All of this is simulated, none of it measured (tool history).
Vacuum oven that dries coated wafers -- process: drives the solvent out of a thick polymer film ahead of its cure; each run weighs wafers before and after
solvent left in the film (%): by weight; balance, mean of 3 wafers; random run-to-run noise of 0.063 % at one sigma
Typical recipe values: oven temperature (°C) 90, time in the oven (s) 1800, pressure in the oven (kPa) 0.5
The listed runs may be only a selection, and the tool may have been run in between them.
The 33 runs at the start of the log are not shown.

run 34 day=58.496 | oven_temperature_(°C)=90 time_in_the_oven_(s)=1800 pressure_in_the_oven_(kPa)=0.64 | solvent_left_in_the_film_(%)=5.68
run 35 day=60.575 | oven_temperature_(°C)=101 time_in_the_oven_(s)=2940 pressure_in_the_oven_(kPa)=0.5 | solvent_left_in_the_film_(%)=1.05
-- day=61.429 vacuum gauge cleaned of residue and calibrated, once more
run 36 day=62.817 | oven_temperature_(°C)=101 time_in_the_oven_(s)=2940 pressure_in_the_oven_(kPa)=0.5 | solvent_left_in_the_film_(%)=0.76
run 37 day=64.129 | oven_temperature_(°C)=96 time_in_the_oven_(s)=1860 pressure_in_the_oven_(kPa)=0.794 | solvent_left_in_the_film_(%)=3.33
run 38 day=65.733 | oven_temperature_(°C)=98 time_in_the_oven_(s)=1140 pressure_in_the_oven_(kPa)=0.382 | solvent_left_in_the_film_(%)=5.44
run 39 day=67.525 | oven_temperature_(°C)=79 time_in_the_oven_(s)=1140 pressure_in_the_oven_(kPa)=1.896 | solvent_left_in_the_film_(%)=12.56
run 40 day=68.992 | oven_temperature_(°C)=102 time_in_the_oven_(s)=1800 pressure_in_the_oven_(kPa)=1.968 | solvent_left_in_the_film_(%)=2.47
run 41 day=70.308 | oven_temperature_(°C)=93 time_in_the_oven_(s)=1800 pressure_in_the_oven_(kPa)=0.937 | solvent_left_in_the_film_(%)=4.49
run 42 day=71.846 | oven_temperature_(°C)=103 time_in_the_oven_(s)=2220 pressure_in_the_oven_(kPa)=0.647 | solvent_left_in_the_film_(%)=1.19
run 43 day=73.133 | oven_temperature_(°C)=89 time_in_the_oven_(s)=1740 pressure_in_the_oven_(kPa)=0.643 | solvent_left_in_the_film_(%)=5.95
run 44 day=74.779 | oven_temperature_(°C)=83 time_in_the_oven_(s)=2700 pressure_in_the_oven_(kPa)=0.317 | solvent_left_in_the_film_(%)=5.28

5 options for the next run, each taken on its own from the tool as it stands now. Forecast them:
run A day=77.05 | oven_temperature_(°C)=97 time_in_the_oven_(s)=1800 pressure_in_the_oven_(kPa)=0.5 | solvent_left_in_the_film_(%)=?
run B day=77.05 | oven_temperature_(°C)=81 time_in_the_oven_(s)=1800 pressure_in_the_oven_(kPa)=0.56 | solvent_left_in_the_film_(%)=?
run C day=77.05 | oven_temperature_(°C)=90 time_in_the_oven_(s)=1800 pressure_in_the_oven_(kPa)=1.14 | solvent_left_in_the_film_(%)=?
run D day=77.05 | oven_temperature_(°C)=90 time_in_the_oven_(s)=1140 pressure_in_the_oven_(kPa)=0.5 | solvent_left_in_the_film_(%)=?
run E day=77.05 | oven_temperature_(°C)=83 time_in_the_oven_(s)=1920 pressure_in_the_oven_(kPa)=1.366 | solvent_left_in_the_film_(%)=?

run=A solvent_left_in_the_film_(%)=3.16
run=B solvent_left_in_the_film_(%)=8.57
run=C solvent_left_in_the_film_(%)=5.72
run=D solvent_left_in_the_film_(%)=8.29
run=E solvent_left_in_the_film_(%)=8.11
What these runs would have given with no unlogged condition in the tool:
run=A solvent_left_in_the_film_(%)=2.71
run=B solvent_left_in_the_film_(%)=7.96
run=C solvent_left_in_the_film_(%)=5.13
run=D solvent_left_in_the_film_(%)=7.7
run=E solvent_left_in_the_film_(%)=7.46
